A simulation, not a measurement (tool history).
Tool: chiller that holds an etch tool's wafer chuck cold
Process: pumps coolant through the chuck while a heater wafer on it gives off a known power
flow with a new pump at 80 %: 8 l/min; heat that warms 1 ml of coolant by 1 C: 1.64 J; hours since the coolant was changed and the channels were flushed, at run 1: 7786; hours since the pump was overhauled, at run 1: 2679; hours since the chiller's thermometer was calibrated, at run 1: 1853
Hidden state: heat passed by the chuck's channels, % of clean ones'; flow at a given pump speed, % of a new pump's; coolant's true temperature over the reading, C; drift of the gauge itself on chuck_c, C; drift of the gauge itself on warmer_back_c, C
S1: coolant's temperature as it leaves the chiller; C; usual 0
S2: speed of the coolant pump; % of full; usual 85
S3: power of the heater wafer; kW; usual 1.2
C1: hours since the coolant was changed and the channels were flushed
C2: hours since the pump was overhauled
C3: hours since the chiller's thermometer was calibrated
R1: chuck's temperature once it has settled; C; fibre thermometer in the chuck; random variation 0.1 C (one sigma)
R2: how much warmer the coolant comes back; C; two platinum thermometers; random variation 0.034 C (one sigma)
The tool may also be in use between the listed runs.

run 1 hour=0 | S1=0 S2=85 S3=1.2 | C1=7786 C2=2679 C3=1853 | R1=10.9 R2=5.41
run 2 hour=70.1 | S1=0 S2=85 S3=1.2 | C1=7856 C2=2749 C3=1923 | R1=11 R2=5.47
run 3 hour=125.9 | S1=0 S2=85 S3=1.2 | C1=7912 C2=2804 C3=1978 | R1=11 R2=5.45
run 4 hour=162.4 | S1=0 S2=85 S3=1.2 | C1=7948 C2=2841 C3=2015 | R1=11.1 R2=5.46
run 5 hour=219.5 | S1=0 S2=85 S3=1.2 | C1=8005 C2=2898 C3=2072 | R1=11.1 R2=5.46
run 6 hour=256.6 | S1=0 S2=85 S3=1.2 | C1=8043 C2=2935 C3=2109 | R1=11.1 R2=5.44
-- hour=275.1 coolant changed, channels flushed
run 7 hour=329.3 | S1=0 S2=85 S3=1.2 | C1=54 C2=3002 C3=2176 | R1=10.4 R2=5.54

Forecast run 8:
run 8 hour=373.6 | S1=0 S2=85 S3=1.2 | C1=98 C2=3046 C3=2220 | R1=? R2=?

{"run 8": {"R1": 10.4, "R2": 5.43}}
Without the tool's hidden state the same run would have given R1 10.1 C, R2 5.1 C.
